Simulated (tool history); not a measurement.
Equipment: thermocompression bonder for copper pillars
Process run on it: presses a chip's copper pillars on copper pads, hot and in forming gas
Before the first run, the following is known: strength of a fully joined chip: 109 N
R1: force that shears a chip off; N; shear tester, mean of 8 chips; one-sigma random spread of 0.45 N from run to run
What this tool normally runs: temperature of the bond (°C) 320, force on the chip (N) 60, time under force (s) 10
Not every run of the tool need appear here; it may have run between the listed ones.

run 1 hour=0 | temperature_of_the_bond_(°C)=320 force_on_the_chip_(N)=60 time_under_force_(s)=10 | R1=64.9
run 2 hour=4.6 | temperature_of_the_bond_(°C)=320 force_on_the_chip_(N)=60 time_under_force_(s)=10 | R1=64.6
run 3 hour=11.1 | temperature_of_the_bond_(°C)=334 force_on_the_chip_(N)=60 time_under_force_(s)=10 | R1=71.1
run 4 hour=20.5 | temperature_of_the_bond_(°C)=320 force_on_the_chip_(N)=60 time_under_force_(s)=10 | R1=64
run 5 hour=26.5 | temperature_of_the_bond_(°C)=320 force_on_the_chip_(N)=60 time_under_force_(s)=10 | R1=65
run 6 hour=35.4 | temperature_of_the_bond_(°C)=320 force_on_the_chip_(N)=60 time_under_force_(s)=10 | R1=64.9
run 7 hour=40.5 | temperature_of_the_bond_(°C)=320 force_on_the_chip_(N)=60 time_under_force_(s)=10 | R1=65.7
run 8 hour=48.3 | temperature_of_the_bond_(°C)=320 force_on_the_chip_(N)=60 time_under_force_(s)=10 | R1=65.4
run 9 hour=53.3 | temperature_of_the_bond_(°C)=320 force_on_the_chip_(N)=60 time_under_force_(s)=10 | R1=65.1
run 10 hour=58 | temperature_of_the_bond_(°C)=320 force_on_the_chip_(N)=60 time_under_force_(s)=6 | R1=55.5
run 11 hour=65.5 | temperature_of_the_bond_(°C)=320 force_on_the_chip_(N)=60 time_under_force_(s)=6 | R1=54.6
run 12 hour=75 | temperature_of_the_bond_(°C)=320 force_on_the_chip_(N)=38 time_under_force_(s)=10 | R1=53.6
run 13 hour=80.2 | temperature_of_the_bond_(°C)=320 force_on_the_chip_(N)=37 time_under_force_(s)=10 | R1=52.8
run 14 hour=89.4 | temperature_of_the_bond_(°C)=320 force_on_the_chip_(N)=60 time_under_force_(s)=10 | R1=65.1
run 15 hour=99.9 | temperature_of_the_bond_(°C)=320 force_on_the_chip_(N)=60 time_under_force_(s)=10 | R1=64.9
run 16 hour=106.5 | temperature_of_the_bond_(°C)=320 force_on_the_chip_(N)=60 time_under_force_(s)=10 | R1=64.4
run 17 hour=111 | temperature_of_the_bond_(°C)=319 force_on_the_chip_(N)=60 time_under_force_(s)=10 | R1=65.1
-- hour=114.9 forming gas filter changed
run 18 hour=118.9 | temperature_of_the_bond_(°C)=319 force_on_the_chip_(N)=60 time_under_force_(s)=10 | R1=64.9
run 19 hour=124.1 | temperature_of_the_bond_(°C)=320 force_on_the_chip_(N)=60 time_under_force_(s)=10 | R1=65.1
run 20 hour=130.1 | temperature_of_the_bond_(°C)=320 force_on_the_chip_(N)=60 time_under_force_(s)=10 | R1=64.9
run 21 hour=136.5 | temperature_of_the_bond_(°C)=327 force_on_the_chip_(N)=42 time_under_force_(s)=8 | R1=55.4
run 22 hour=144.2 | temperature_of_the_bond_(°C)=291 force_on_the_chip_(N)=60 time_under_force_(s)=5 | R1=39.5
run 23 hour=151.5 | temperature_of_the_bond_(°C)=303 force_on_the_chip_(N)=60 time_under_force_(s)=6 | R1=48.5
run 24 hour=158.3 | temperature_of_the_bond_(°C)=326 force_on_the_chip_(N)=60 time_under_force_(s)=14 | R1=74.4
run 25 hour=167.5 | temperature_of_the_bond_(°C)=315 force_on_the_chip_(N)=60 time_under_force_(s)=15 | R1=71.3
run 26 hour=175.1 | temperature_of_the_bond_(°C)=304 force_on_the_chip_(N)=62 time_under_force_(s)=25 | R1=77.6
run 27 hour=180 | temperature_of_the_bond_(°C)=304 force_on_the_chip_(N)=61 time_under_force_(s)=25 | R1=77
run 28 hour=185.8 | temperature_of_the_bond_(°C)=320 force_on_the_chip_(N)=61 time_under_force_(s)=10 | R1=65.3
run 29 hour=193.8 | temperature_of_the_bond_(°C)=317 force_on_the_chip_(N)=62 time_under_force_(s)=18 | R1=77.4
run 30 hour=204.1 | temperature_of_the_bond_(°C)=321 force_on_the_chip_(N)=43 time_under_force_(s)=19 | R1=70.6
run 31 hour=214.4 | temperature_of_the_bond_(°C)=304 force_on_the_chip_(N)=43 time_under_force_(s)=15 | R1=57.5
run 32 hour=224.7 | temperature_of_the_bond_(°C)=320 force_on_the_chip_(N)=43 time_under_force_(s)=18 | R1=68.8
run 33 hour=235 | temperature_of_the_bond_(°C)=320 force_on_the_chip_(N)=66 time_under_force_(s)=5 | R1=53.7
run 34 hour=242.2 | temperature_of_the_bond_(°C)=313 force_on_the_chip_(N)=60 time_under_force_(s)=10 | R1=62.8
run 35 hour=247.3 | temperature_of_the_bond_(°C)=337 force_on_the_chip_(N)=71 time_under_force_(s)=20 | R1=90.6
run 36 hour=256.5 | temperature_of_the_bond_(°C)=337 force_on_the_chip_(N)=80 time_under_force_(s)=20 | R1=93.2
run 37 hour=263.9 | temperature_of_the_bond_(°C)=337 force_on_the_chip_(N)=80 time_under_force_(s)=20 | R1=91.3
run 38 hour=272 | temperature_of_the_bond_(°C)=331 force_on_the_chip_(N)=81 time_under_force_(s)=8 | R1=73.8
run 39 hour=276.5 | temperature_of_the_bond_(°C)=329 force_on_the_chip_(N)=54 time_under_force_(s)=7 | R1=59.7
run 40 hour=281.1 | temperature_of_the_bond_(°C)=329 force_on_the_chip_(N)=64 time_under_force_(s)=7 | R1=63.8

Below are 4 alternative next runs, each starting from the tool's condition after run 40. Predict each:
run A hour=288.7 | temperature_of_the_bond_(°C)=290 force_on_the_chip_(N)=45 time_under_force_(s)=12 | R1=?
run B hour=288.7 | temperature_of_the_bond_(°C)=305 force_on_the_chip_(N)=45 time_under_force_(s)=21 | R1=?
run C hour=288.7 | temperature_of_the_bond_(°C)=304 force_on_the_chip_(N)=57 time_under_force_(s)=15 | R1=?
run D hour=288.7 | temperature_of_the_bond_(°C)=320 force_on_the_chip_(N)=82 time_under_force_(s)=9 | R1=?

run=A R1=48.9
run=B R1=66.3
run=C R1=64.4
run=D R1=70.4
The same runs, with their run-to-run variation unchanged, on a tool lacking any hidden condition would have given:
run=A R1=49
run=B R1=66.4
run=C R1=64.5
run=D R1=70.4
